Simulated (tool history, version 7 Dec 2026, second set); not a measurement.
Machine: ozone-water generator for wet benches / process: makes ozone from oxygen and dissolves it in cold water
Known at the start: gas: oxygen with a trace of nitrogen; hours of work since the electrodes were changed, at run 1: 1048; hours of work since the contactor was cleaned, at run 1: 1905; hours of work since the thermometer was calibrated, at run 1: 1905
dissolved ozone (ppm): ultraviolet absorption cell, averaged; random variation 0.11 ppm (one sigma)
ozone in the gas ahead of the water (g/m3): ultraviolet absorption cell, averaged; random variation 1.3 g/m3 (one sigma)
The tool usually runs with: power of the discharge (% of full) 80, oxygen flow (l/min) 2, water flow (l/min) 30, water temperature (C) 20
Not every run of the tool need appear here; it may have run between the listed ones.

| run | hour | power of the discharge (% of full) | oxygen flow (l/min) | water flow (l/min) | water temperature (C) | hours of work since the electrodes were changed | hours of work since the contactor was cleaned | hours of work since the thermometer was calibrated | dissolved ozone (ppm) | ozone in the gas ahead of the water (g/m3) |
|---|---|---|---|---|---|---|---|---|---|---|
| 1 | 0 | 80 | 2 | 30 | 20 | 1048 | 1905 | 1905 | 7.3 | 230.9 |
| 2 | 77.7 | 80 | 2 | 30 | 20 | 1122 | 1980 | 1980 | 7.4 | 227.2 |
| 3 | 162 | 80 | 2 | 30 | 20 | 1203 | 2061 | 2061 | 7.3 | 229.6 |
| 4 | 262.3 | 80 | 2 | 30 | 20 | 1299 | 2157 | 2157 | 7.1 | 227.3 |
| 5 | 344.7 | 80 | 2 | 30 | 20 | 1378 | 2236 | 2236 | 7.1 | 228.2 |
| 6 | 437.6 | 80 | 2 | 30 | 20 | 1467 | 2325 | 2325 | 7 | 225.3 |
| 7 | 540.8 | 80 | 3.26 | 30 | 20 | 1566 | 2424 | 2424 | 8.6 | 183.9 |
| 8 | 650.3 | 80 | 3.26 | 30 | 20 | 1671 | 2529 | 2529 | 8.5 | 182.7 |
| 9 | 749 | 80 | 3.26 | 30 | 20 | 1766 | 2624 | 2624 | 8.3 | 180.9 |
| 10 | 800.8 | 80 | 2 | 30 | 20 | 1816 | 2673 | 2673 | 6.9 | 220.7 |
| 11 | 911.3 | 43 | 2 | 30 | 20 | 1922 | 2779 | 2779 | 5.1 | 162.5 |
| 12 | 959.2 | 43 | 2 | 30 | 20 | 1968 | 2825 | 2825 | 5.1 | 164 |
| 13 | 1015.9 | 43 | 2 | 30 | 20 | 2022 | 2880 | 2880 | 5.1 | 163.3 |
|  | 1058.2 | contactor cleaned |
| 14 | 1078.7 | 43 | 2 | 30 | 20 | 2078 | 20 | 2936 | 5.1 | 161.6 |
| 15 | 1165.9 | 43 | 2 | 30 | 20 | 2162 | 103 | 3020 | 5.1 | 161.7 |
| 16 | 1230.9 | 43 | 2 | 30 | 20 | 2224 | 166 | 3082 | 5.3 | 163.8 |
| 17 | 1287.9 | 43 | 2 | 30 | 23 | 2279 | 220 | 3137 | 5 | 160.5 |
|  | 1295.1 | water thermometer calibrated |
| 18 | 1397.2 | 55 | 2 | 19 | 15 | 2383 | 325 | 98 | 10.5 | 181.7 |
| 19 | 1453.9 | 55 | 2 | 22 | 15 | 2438 | 379 | 152 | 8.6 | 181.1 |
| 20 | 1545.9 | 55 | 2 | 22 | 15 | 2526 | 467 | 241 | 8.6 | 179.7 |
| 21 | 1629 | 80 | 2 | 26 | 14 | 2606 | 547 | 320 | 8.3 | 213.2 |
| 22 | 1736.6 | 80 | 2 | 26 | 14 | 2709 | 650 | 423 | 8.1 | 212.1 |
|  | 1767 | water thermometer calibrated, once more |
| 23 | 1822.9 | 80 | 2 | 26 | 14 | 2791 | 732 | 54 | 8.1 | 210.3 |
| 24 | 1899.7 | 79 | 2 | 26 | 14 | 2865 | 806 | 127 | 8.1 | 207.8 |
| 25 | 1954.2 | 49 | 2.53 | 24 | 19 | 2917 | 858 | 180 | 7.8 | 152 |
| 26 | 2015.9 | 59 | 2 | 24 | 19 | 2976 | 918 | 239 | 7.7 | 181.1 |

3 ways to go on from here, each from the tool as it stands after run 26. What would each give?
| A | 2068.1 | 59 | 1.79 | 24 | 16 | 3026 | 968 | 289 | ? | ? |
| B | 2068.1 | 45 | 1.63 | 20 | 20 | 3026 | 968 | 289 | ? | ? |
| C | 2068.1 | 97 | 2 | 37 | 26 | 3026 | 968 | 289 | ? | ? |

| run | dissolved ozone (ppm) | ozone in the gas ahead of the water (g/m3) |
|---|---|---|
| A | 7.3 | 187.9 |
| B | 7.6 | 174.9 |
| C | 5.4 | 227 |
What these runs would have given with no unlogged condition in the tool:
| run | dissolved ozone (ppm) | ozone in the gas ahead of the water (g/m3) |
|---|---|---|
| A | 8.4 | 214 |
| B | 8.5 | 195.3 |
| C | 6.4 | 267.4 |
